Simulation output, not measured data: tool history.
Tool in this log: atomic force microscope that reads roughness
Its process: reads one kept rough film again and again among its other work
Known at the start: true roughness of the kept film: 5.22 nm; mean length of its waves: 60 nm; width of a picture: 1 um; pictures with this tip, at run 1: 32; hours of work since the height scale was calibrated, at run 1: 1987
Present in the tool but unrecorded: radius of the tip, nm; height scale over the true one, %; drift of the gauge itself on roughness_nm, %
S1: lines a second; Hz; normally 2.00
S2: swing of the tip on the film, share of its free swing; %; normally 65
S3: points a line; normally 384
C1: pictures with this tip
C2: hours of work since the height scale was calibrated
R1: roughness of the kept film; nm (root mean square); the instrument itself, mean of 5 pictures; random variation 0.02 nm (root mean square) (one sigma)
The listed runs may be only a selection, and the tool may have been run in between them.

run 1 day=0.000 | S1=2.00 S2=65 S3=384 | C1=32 C2=1987 | R1=4.804
run 2 day=1.562 | S1=2.00 S2=65 S3=384 | C1=78 C2=2013 | R1=4.730
-- day=3.271 height scale calibrated on a step standard
run 3 day=3.467 | S1=2.00 S2=67 S3=384 | C1=134 C2=3 | R1=4.571
-- day=5.917 new tip fitted
run 4 day=6.092 | S1=2.00 S2=65 S3=384 | C1=5 C2=46 | R1=4.851
run 5 day=8.267 | S1=2.00 S2=65 S3=384 | C1=70 C2=82 | R1=4.747
run 6 day=10.533 | S1=2.00 S2=65 S3=384 | C1=137 C2=120 | R1=4.582
-- day=11.908 height scale calibrated on a step standard, once more
-- day=12.800 new tip fitted
run 7 day=13.688 | S1=3.65 S2=65 S3=384 | C1=26 C2=29 | R1=4.544
run 8 day=16.633 | S1=2.00 S2=65 S3=578 | C1=114 C2=78 | R1=4.535
run 9 day=18.467 | S1=1.05 S2=65 S3=384 | C1=168 C2=108 | R1=4.502
-- day=19.542 new tip fitted
run 10 day=19.988 | S1=1.05 S2=65 S3=384 | C1=14 C2=133 | R1=4.826
run 11 day=22.342 | S1=2.00 S2=65 S3=384 | C1=84 C2=172 | R1=4.532
run 12 day=24.050 | S1=2.00 S2=65 S3=384 | C1=135 C2=200 | R1=4.430
run 13 day=26.033 | S1=2.00 S2=57 S3=384 | C1=194 C2=233 | R1=4.433
-- day=26.392 new tip fitted
run 14 day=27.900 | S1=2.00 S2=57 S3=260 | C1=44 C2=263 | R1=4.697
run 15 day=30.575 | S1=2.00 S2=57 S3=325 | C1=124 C2=307 | R1=4.573
run 16 day=32.388 | S1=2.00 S2=57 S3=325 | C1=178 C2=337 | R1=4.457
-- day=33.162 new tip fitted
run 17 day=35.083 | S1=0.90 S2=65 S3=384 | C1=57 C2=382 | R1=4.772
run 18 day=36.683 | S1=3.85 S2=65 S3=384 | C1=105 C2=408 | R1=4.360
run 19 day=39.621 | S1=2.00 S2=65 S3=384 | C1=192 C2=456 | R1=4.371
-- day=39.892 new tip fitted
run 20 day=42.204 | S1=2.00 S2=65 S3=384 | C1=69 C2=499 | R1=4.620
run 21 day=43.679 | S1=2.00 S2=65 S3=384 | C1=112 C2=523 | R1=4.532
run 22 day=45.646 | S1=2.00 S2=65 S3=384 | C1=171 C2=556 | R1=4.385
-- day=46.671 new tip fitted
run 23 day=47.358 | S1=1.46 S2=65 S3=384 | C1=20 C2=584 | R1=4.822
run 24 day=49.571 | S1=1.46 S2=65 S3=384 | C1=86 C2=620 | R1=4.640
run 25 day=52.075 | S1=1.46 S2=65 S3=384 | C1=160 C2=662 | R1=4.498
-- day=53.625 new tip fitted
run 26 day=54.742 | S1=0.91 S2=65 S3=384 | C1=33 C2=705 | R1=4.842
run 27 day=56.967 | S1=0.94 S2=68 S3=384 | C1=99 C2=742 | R1=4.655
run 28 day=59.171 | S1=0.94 S2=68 S3=384 | C1=165 C2=779 | R1=4.523
-- day=60.446 new tip fitted
run 29 day=60.625 | S1=2.24 S2=76 S3=384 | C1=5 C2=802 | R1=4.544
run 30 day=63.725 | S1=1.97 S2=71 S3=683 | C1=98 C2=853 | R1=4.520
run 31 day=65.512 | S1=2.56 S2=65 S3=263 | C1=151 C2=883 | R1=4.441
-- day=67.192 new tip fitted
run 32 day=67.592 | S1=1.88 S2=64 S3=293 | C1=12 C2=917 | R1=4.776
run 33 day=70.608 | S1=1.29 S2=60 S3=293 | C1=102 C2=967 | R1=4.706
run 34 day=72.267 | S1=2.04 S2=60 S3=270 | C1=151 C2=994 | R1=4.505
run 35 day=73.750 | S1=2.04 S2=60 S3=270 | C1=195 C2=1019 | R1=4.409
-- day=73.988 new tip fitted
run 36 day=76.200 | S1=2.25 S2=73 S3=602 | C1=65 C2=1059 | R1=4.523
run 37 day=77.817 | S1=1.62 S2=65 S3=927 | C1=114 C2=1086 | R1=4.700
run 38 day=80.183 | S1=3.89 S2=84 S3=296 | C1=184 C2=1125 | R1=3.660
-- day=80.883 new tip fitted
run 39 day=81.479 | S1=3.89 S2=84 S3=296 | C1=18 C2=1146 | R1=3.970
run 40 day=83.592 | S1=0.77 S2=90 S3=465 | C1=81 C2=1181 | R1=4.568
run 41 day=86.708 | S1=3.10 S2=87 S3=349 | C1=173 C2=1232 | R1=3.808
-- day=87.600 new tip fitted
run 42 day=89.438 | S1=0.58 S2=66 S3=767 | C1=55 C2=1277 | R1=4.899
run 43 day=91.317 | S1=3.58 S2=61 S3=424 | C1=111 C2=1308 | R1=4.473
run 44 day=93.979 | S1=3.58 S2=61 S3=424 | C1=190 C2=1352 | R1=4.368
-- day=94.354 new tip fitted
run 45 day=96.633 | S1=3.58 S2=61 S3=424 | C1=67 C2=1395 | R1=4.618
run 46 day=99.121 | S1=1.42 S2=61 S3=424 | C1=141 C2=1436 | R1=4.675
run 47 day=100.988 | S1=1.42 S2=60 S3=710 | C1=197 C2=1467 | R1=4.523
-- day=101.175 new tip fitted
run 48 day=103.383 | S1=1.42 S2=60 S3=710 | C1=65 C2=1507 | R1=4.792
run 49 day=104.638 | S1=0.78 S2=76 S3=273 | C1=103 C2=1527 | R1=4.702
run 50 day=107.275 | S1=0.78 S2=76 S3=273 | C1=181 C2=1571 | R1=4.486
-- day=107.996 new tip fitted
run 51 day=108.862 | S1=1.59 S2=81 S3=856 | C1=26 C2=1597 | R1=4.592

Branching from run 51: 5 alternative next runs. What would each branch give?
run A day=110.488 | S1=0.53 S2=60 S3=521 | C1=74 C2=1624 | R1=?
run B day=110.488 | S1=1.86 S2=65 S3=289 | C1=74 C2=1624 | R1=?
run C day=110.488 | S1=2.00 S2=78 S3=384 | C1=74 C2=1624 | R1=?
run D day=110.488 | S1=3.40 S2=65 S3=384 | C1=74 C2=1624 | R1=?
run E day=110.488 | S1=3.45 S2=65 S3=697 | C1=74 C2=1624 | R1=?

run=A R1=4.870
run=B R1=4.701
run=C R1=4.455
run=D R1=4.558
run=E R1=4.520
The same runs, with their run-to-run variation unchanged, on a tool lacking any hidden condition would have given:
run=A R1=4.963
run=B R1=4.792
run=C R1=4.541
run=D R1=4.646
run=E R1=4.607
